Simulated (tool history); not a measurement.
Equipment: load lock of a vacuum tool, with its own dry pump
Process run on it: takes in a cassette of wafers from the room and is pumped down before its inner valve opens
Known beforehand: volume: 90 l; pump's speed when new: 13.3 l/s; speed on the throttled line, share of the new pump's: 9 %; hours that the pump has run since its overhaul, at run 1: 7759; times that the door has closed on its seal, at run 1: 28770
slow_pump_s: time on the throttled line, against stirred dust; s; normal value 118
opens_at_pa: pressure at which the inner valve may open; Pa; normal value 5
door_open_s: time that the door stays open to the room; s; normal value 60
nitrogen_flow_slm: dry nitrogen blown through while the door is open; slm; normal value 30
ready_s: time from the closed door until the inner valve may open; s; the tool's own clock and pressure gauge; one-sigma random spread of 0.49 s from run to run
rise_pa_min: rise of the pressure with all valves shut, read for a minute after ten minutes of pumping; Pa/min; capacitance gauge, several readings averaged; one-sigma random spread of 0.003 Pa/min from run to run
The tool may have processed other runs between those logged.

run	day	slow_pump_s	opens_at_pa	door_open_s	nitrogen_flow_slm	hours that the pump has run since its overhaul	times that the door has closed on its seal	incoming humidity of the room's air, %	ready_s	rise_pa_min
1	0	118	5	60	30	7759	28770	43.6	178.9	0.123
2	7.692	118	5	60	30	7944	29339	43.3	178.8	0.124
3	12.8	118	5	60	30	8067	29718	45.9	180.6	0.127
4	17.725	118	5	60	30	8185	30082	41.5	180.4	0.128
5	23.167	118	5	60	30	8315	30485	45.3	179.6	0.135
6	30.625	118	5	60	30	8494	31037	45.2	180.2	0.133
7	35.146	118	5	60	30	8603	31372	44.6	180.3	0.139
8	40.308	135	5	60	30	8727	31754	44.3	196.1	0.137
9	47.117	135	5	60	30	8890	32258	44.3	196.2	0.143
10	54.525	118	5	60	30	9068	32807	43.2	180.1	0.15
11	58.088	118	5	60	20	9153	33070	47.7	180.5	0.158
12	64.575	118	5	60	20	9309	33551	46.3	180.2	0.158
13	71.592	118	5	60	20	9478	34070	45	180.6	0.166
14	75.608	118	6	60	20	9574	34368	46.7	178.1	0.163
15	81.083	152	6	60	20	9705	34773	44.1	210.1	0.163
16	87.717	152	6	60	20	9865	35264	46.4	210.6	0.172
17	91.054	118	5	137	30	9945	35511	45.9	181.2	0.179
18	94.8	118	5	35	30	10035	35788	40.8	180.7	0.157
19	102.817	118	5	35	30	10227	36382	43.1	181.3	0.162
20	109.358	118	5	35	30	10384	36866	45.1	181	0.17
21	117.3	118	5	35	31	10575	37454	46.1	182.3	0.17
22	124.617	118	5	35	31	10750	37996	44.5	182.2	0.177
# day 127.658: dry pump taken out, an overhauled one fitted
23	131.079	118	6	97	5	82	38456	44.2	174	0.225
24	135.579	118	6	97	5	190	38789	47	173.6	0.238
25	140.379	71	4	64	30	305	39144	44.8	134.6	0.188
26	148.292	227	5	60	12	495	39730	45.4	273.6	0.212
27	153.075	176	7	47	12	610	40084	45.7	224.7	0.207
28	160.171	184	10	125	32	780	40610	48.4	230.9	0.214
29	167.942	184	8	125	13	967	41185	43.9	231.1	0.238
30	174.504	184	8	125	13	1124	41671	46.2	232.2	0.238
31	182.175	184	8	125	13	1308	42239	41	232.6	0.24
32	187.167	83	9	108	31	1428	42608	45.7	140.4	0.226
33	191.704	92	6	136	9	1537	42944	46.5	151.5	0.264
34	198.658	118	5	233	8	1704	43459	46.3	174.7	0.298
35	204.621	136	8	233	8	1847	43901	46.6	188.3	0.309
36	212.229	136	5	125	8	2030	44464	45.6	191.7	0.279
37	219.208	136	5	125	8	2197	44981	47.9	192.8	0.282
# day 223.862: door's seal changed, seat wiped
38	223.862	90	7	60	30	2307	0	44.4	148.5	0.021

Below are 3 alternative next runs, each starting from the tool's condition after run 38. Predict each:
A	229.367	84	5	92	30	2440	407	42.6	?	?
B	229.367	94	7	41	8	2440	407	43.7	?	?
C	229.367	90	4	60	30	2440	407	44.3	?	?

run	ready_s	rise_pa_min
A	144.9	0.031
B	152.6	0.029
C	152.3	0.024
Take away the tool's hidden state, keep each run's random variation, and the runs would have read:
run	ready_s	rise_pa_min
A	142.9	0.03
B	150.7	0.028
C	150.3	0.023

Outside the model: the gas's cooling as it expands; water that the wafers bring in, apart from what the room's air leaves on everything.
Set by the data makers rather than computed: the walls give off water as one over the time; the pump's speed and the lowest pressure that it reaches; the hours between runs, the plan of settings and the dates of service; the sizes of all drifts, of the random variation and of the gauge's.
